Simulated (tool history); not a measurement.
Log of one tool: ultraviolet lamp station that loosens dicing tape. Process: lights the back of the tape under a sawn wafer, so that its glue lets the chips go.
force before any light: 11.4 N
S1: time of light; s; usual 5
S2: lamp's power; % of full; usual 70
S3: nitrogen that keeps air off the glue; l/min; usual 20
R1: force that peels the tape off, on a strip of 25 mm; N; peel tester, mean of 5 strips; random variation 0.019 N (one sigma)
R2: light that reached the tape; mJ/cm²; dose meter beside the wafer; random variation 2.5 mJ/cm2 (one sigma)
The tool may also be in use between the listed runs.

Run 1, day 0.000: usual settings. Result: R1 0.928 N, R2 291 mJ/cm².
Run 2, day 0.312: usual settings. Result: R1 0.934 N, R2 288 mJ/cm².
Run 3, day 0.912: usual settings. Result: R1 0.906 N, R2 287 mJ/cm².
Run 4, day 1.379: usual settings. Result: R1 0.932 N, R2 289 mJ/cm².
Run 5, day 1.767: usual settings. Result: R1 0.899 N, R2 292 mJ/cm².
Run 6, day 2.325: usual settings. Result: R1 0.930 N, R2 292 mJ/cm².
Run 7, day 2.817: usual settings. Result: R1 0.905 N, R2 291 mJ/cm².
Run 8, day 3.142: usual settings. Result: R1 0.946 N, R2 289 mJ/cm².
Run 9, day 3.442: usual settings. Result: R1 0.951 N, R2 293 mJ/cm².
Run 10, day 3.746: usual settings but S2 97 % of full. Result: R1 0.459 N, R2 403 mJ/cm².
Run 11, day 4.083: usual settings but S2 97 % of full. Result: R1 0.438 N, R2 403 mJ/cm².
Run 12, day 4.625: usual settings but S2 97 % of full. Result: R1 0.420 N, R2 405 mJ/cm².
Run 13, day 5.117: usual settings but S3 7 l/min. Result: R1 1.908 N, R2 294 mJ/cm².
Run 14, day 5.688: usual settings but S1 4 s, S2 64 % of full. Result: R1 1.773 N, R2 212 mJ/cm².
Run 15, day 5.979: usual settings but S1 4 s, S2 66 % of full, S3 19 l/min. Result: R1 1.773 N, R2 220 mJ/cm².
Run 16, day 6.533: usual settings but S1 4 s, S2 89 % of full, S3 31 l/min. Result: R1 0.686 N, R2 299 mJ/cm².
Run 17, day 6.938: usual settings but S2 65 % of full, S3 7 l/min. Result: R1 2.229 N, R2 271 mJ/cm².
Run 18, day 7.262: usual settings but S2 65 % of full, S3 7 l/min. Result: R1 2.258 N, R2 270 mJ/cm².
Run 19, day 7.704: usual settings but S1 9 s, S2 81 % of full, S3 9 l/min. Result: R1 0.314 N, R2 611 mJ/cm².
Run 20, day 8.071: usual settings but S1 10 s, S2 78 % of full, S3 9 l/min. Result: R1 0.269 N, R2 653 mJ/cm².
Run 21, day 8.688: usual settings but S2 82 % of full, S3 9 l/min. Result: R1 1.212 N, R2 339 mJ/cm².
Run 22, day 8.971: usual settings but S3 39 l/min. Result: R1 0.595 N, R2 294 mJ/cm².
Run 23, day 9.488: usual settings but S1 4 s, S3 24 l/min. Result: R1 1.319 N, R2 231 mJ/cm².
Run 24, day 9.938: usual settings but S1 8 s, S2 65 % of full, S3 8 l/min. Result: R1 0.800 N, R2 431 mJ/cm².
Run 25, day 10.471: usual settings but S1 2 s, S2 68 % of full, S3 12 l/min. Result: R1 4.865 N, R2 112 mJ/cm².

3 ways to go on from here, each from the tool as it stands after run 25. What would each give?
Run A, day 10.867: usual settings but S1 2 s, S2 68 % of full, S3 12 l/min. Result: R1 ?, R2 ?.
Run B, day 10.867: usual settings but S2 68 % of full, S3 12 l/min. Result: R1 ?, R2 ?.
Run C, day 10.867: usual settings but S2 84 % of full, S3 6 l/min. Result: R1 ?, R2 ?.

run     R1   R2
  A  4.791  116
  B  1.427  281
  C  1.584  348
Without the tool's hidden state the same runs would have given:
run     R1   R2
  A  4.783  116
  B  1.421  282
  C  1.578  349
